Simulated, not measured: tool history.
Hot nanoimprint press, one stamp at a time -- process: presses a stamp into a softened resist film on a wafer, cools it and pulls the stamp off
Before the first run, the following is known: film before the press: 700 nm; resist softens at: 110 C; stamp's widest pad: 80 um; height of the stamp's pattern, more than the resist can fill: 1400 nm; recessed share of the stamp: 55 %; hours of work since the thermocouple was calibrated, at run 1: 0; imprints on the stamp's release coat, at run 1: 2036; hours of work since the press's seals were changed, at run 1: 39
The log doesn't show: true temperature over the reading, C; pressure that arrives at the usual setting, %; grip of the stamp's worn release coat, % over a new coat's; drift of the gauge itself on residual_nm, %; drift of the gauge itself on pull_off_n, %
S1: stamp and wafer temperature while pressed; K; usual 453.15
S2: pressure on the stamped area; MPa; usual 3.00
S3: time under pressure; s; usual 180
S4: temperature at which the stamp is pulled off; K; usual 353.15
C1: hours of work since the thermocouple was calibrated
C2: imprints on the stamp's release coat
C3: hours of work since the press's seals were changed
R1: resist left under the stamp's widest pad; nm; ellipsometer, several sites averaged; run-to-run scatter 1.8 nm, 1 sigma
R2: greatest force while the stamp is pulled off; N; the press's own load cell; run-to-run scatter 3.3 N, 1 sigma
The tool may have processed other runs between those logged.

run	hour	S1	S2	S3	S4	C1	C2	C3	R1	R2
1	0.0	453.15	3.00	180	353.15	0	2036	39	283.5	205
# hour 22.0: stamp cleaned and given a new release coat
2	45.9	453.15	3.00	180	353.15	30	76	69	283.5	161
3	71.6	453.15	3.00	180	353.15	49	158	88	283.1	169
4	125.2	453.15	3.00	180	359.15	89	330	128	285.4	146
5	164.0	453.15	3.00	180	353.15	118	454	157	286.6	170
6	217.5	453.15	3.00	180	353.15	158	624	197	288.6	173
7	274.7	450.15	3.97	107	352.15	201	807	240	340.0	187
8	316.1	450.15	3.97	107	352.15	232	940	271	343.2	185

Predict the results of run 9:
9	374.1	463.15	2.91	315	359.15	275	1125	314	?	?

R1: 163.0 nm
R2: 157 N
On a tool with no hidden condition, and with the same random variation, this run would have come out at R1 158.6 nm, R2 131 N.

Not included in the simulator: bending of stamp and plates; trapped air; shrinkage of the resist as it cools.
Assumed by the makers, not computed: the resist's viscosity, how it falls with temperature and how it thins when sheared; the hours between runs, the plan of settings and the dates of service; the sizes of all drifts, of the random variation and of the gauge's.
